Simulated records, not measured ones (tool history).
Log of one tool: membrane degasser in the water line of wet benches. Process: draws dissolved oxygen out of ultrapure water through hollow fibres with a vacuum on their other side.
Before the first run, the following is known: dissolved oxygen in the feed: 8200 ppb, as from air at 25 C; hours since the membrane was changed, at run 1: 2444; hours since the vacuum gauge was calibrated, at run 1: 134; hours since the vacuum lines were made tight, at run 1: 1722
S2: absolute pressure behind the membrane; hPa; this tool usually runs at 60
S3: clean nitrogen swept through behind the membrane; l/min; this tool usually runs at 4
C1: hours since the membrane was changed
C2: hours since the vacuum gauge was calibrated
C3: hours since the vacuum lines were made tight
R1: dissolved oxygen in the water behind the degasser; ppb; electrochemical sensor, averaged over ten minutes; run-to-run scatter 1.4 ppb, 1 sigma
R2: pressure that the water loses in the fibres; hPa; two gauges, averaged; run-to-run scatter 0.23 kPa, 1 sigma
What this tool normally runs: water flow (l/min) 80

run 1 day=0 | water_flow_(l/min)=80 S2=60 S3=4 | C1=2444 C2=134 C3=1722 | R1=135.4 R2=586.5
run 2 day=3.088 | water_flow_(l/min)=102 S2=60 S3=4 | C1=2518 C2=208 C3=1796 | R1=192.4 R2=744.8
run 3 day=8.258 | water_flow_(l/min)=80 S2=60 S3=4 | C1=2642 C2=332 C3=1920 | R1=136.3 R2=584.8
run 4 day=10.804 | water_flow_(l/min)=125 S2=60 S3=4 | C1=2703 C2=394 C3=1982 | R1=282.6 R2=911.6
run 5 day=14.388 | water_flow_(l/min)=80 S2=60 S3=3.01 | C1=2789 C2=480 C3=2068 | R1=168.7 R2=584.8
run 6 day=19.462 | water_flow_(l/min)=80 S2=60 S3=3.01 | C1=2911 C2=601 C3=2189 | R1=172.8 R2=586.6
run 7 day=22.833 | water_flow_(l/min)=80 S2=60 S3=3.01 | C1=2992 C2=682 C3=2270 | R1=173 R2=589
run 8 day=26.079 | water_flow_(l/min)=128 S2=60 S3=4 | C1=3070 C2=760 C3=2348 | R1=305.3 R2=942.8
run 9 day=28.988 | water_flow_(l/min)=128 S2=60 S3=4 | C1=3140 C2=830 C3=2418 | R1=304.1 R2=936.2
run 10 day=33.038 | water_flow_(l/min)=128 S2=60 S3=4 | C1=3237 C2=927 C3=2515 | R1=298.1 R2=940.3
run 11 day=37.05 | water_flow_(l/min)=80 S2=60 S3=4 | C1=3333 C2=1023 C3=2611 | R1=140.6 R2=591.9
run 12 day=41.858 | water_flow_(l/min)=80 S2=121.5 S3=4 | C1=3449 C2=1139 C3=2727 | R1=399.1 R2=592.1
run 13 day=46.954 | water_flow_(l/min)=80 S2=121.5 S3=4 | C1=3571 C2=1261 C3=2849 | R1=400.2 R2=587.5
run 14 day=50.362 | water_flow_(l/min)=80 S2=60 S3=4 | C1=3653 C2=1343 C3=2931 | R1=142.4 R2=587
run 15 day=55.496 | water_flow_(l/min)=80 S2=60 S3=4 | C1=3776 C2=1466 C3=3054 | R1=141.9 R2=592.1
run 16 day=58.067 | water_flow_(l/min)=80 S2=60 S3=4 | C1=3838 C2=1528 C3=3116 | R1=141.6 R2=591.8
run 17 day=61.079 | water_flow_(l/min)=70 S2=39 S3=2.86 | C1=3910 C2=1600 C3=3188 | R1=49.7 R2=517.4
run 18 day=65.142 | water_flow_(l/min)=103 S2=39 S3=2.34 | C1=4007 C2=1698 C3=3286 | R1=119 R2=765.1
run 19 day=68.208 | water_flow_(l/min)=49 S2=60 S3=1.93 | C1=4081 C2=1771 C3=3359 | R1=160 R2=363
run 20 day=71.083 | water_flow_(l/min)=49 S2=60 S3=1.93 | C1=4150 C2=1840 C3=3428 | R1=157.4 R2=363.1
-- day=71.454 vacuum gauge calibrated
run 21 day=73.996 | water_flow_(l/min)=63 S2=36.5 S3=2.57 | C1=4219 C2=61 C3=3498 | R1=38.7 R2=469.7
run 22 day=77.012 | water_flow_(l/min)=80 S2=49 S3=4 | C1=4292 C2=133 C3=3570 | R1=100.9 R2=590.2
run 23 day=81.396 | water_flow_(l/min)=80 S2=49 S3=4 | C1=4397 C2=239 C3=3675 | R1=99 R2=589.1
run 24 day=87.079 | water_flow_(l/min)=49 S2=86.8 S3=5.38 | C1=4533 C2=375 C3=3812 | R1=122.2 R2=363.7
run 25 day=92.838 | water_flow_(l/min)=80 S2=92.9 S3=4 | C1=4672 C2=513 C3=3950 | R1=290.3 R2=593.4
run 26 day=98.179 | water_flow_(l/min)=80 S2=92.9 S3=4 | C1=4800 C2=641 C3=4078 | R1=293.5 R2=590.6
run 27 day=102.617 | water_flow_(l/min)=110 S2=114.5 S3=4 | C1=4906 C2=748 C3=4185 | R1=545.4 R2=817
-- day=103.712 vacuum gauge calibrated, once more
run 28 day=105.846 | water_flow_(l/min)=110 S2=114.5 S3=4 | C1=4983 C2=51 C3=4261 | R1=517.7 R2=820.9
run 29 day=109.892 | water_flow_(l/min)=116 S2=114.5 S3=4 | C1=5080 C2=148 C3=4359 | R1=558.5 R2=863.4
run 30 day=113.379 | water_flow_(l/min)=89 S2=60.1 S3=7.07 | C1=5164 C2=232 C3=4442 | R1=108.3 R2=664.5
run 31 day=118.862 | water_flow_(l/min)=89 S2=60.1 S3=7.07 | C1=5296 C2=364 C3=4574 | R1=106 R2=662

Forecast each of these 4 alternatives for the next run:
run A day=123.642 | water_flow_(l/min)=80 S2=104.4 S3=2.12 | C1=5410 C2=478 C3=4689 | R1=? R2=?
run B day=123.642 | water_flow_(l/min)=62 S2=43.8 S3=2.53 | C1=5410 C2=478 C3=4689 | R1=? R2=?
run C day=123.642 | water_flow_(l/min)=100 S2=60 S3=11.55 | C1=5410 C2=478 C3=4689 | R1=? R2=?
run D day=123.642 | water_flow_(l/min)=79 S2=40.3 S3=3.09 | C1=5410 C2=478 C3=4689 | R1=? R2=?

run=A R1=546.3 R2=596.6
run=B R1=64.4 R2=467.4
run=C R1=101.5 R2=743.3
run=D R1=59 R2=591.8
Without the tool's unlogged condition, the same runs would have read:
run=A R1=543.6 R2=574.4
run=B R1=63.8 R2=450.1
run=C R1=93.3 R2=715.7
run=D R1=56.2 R2=569.8
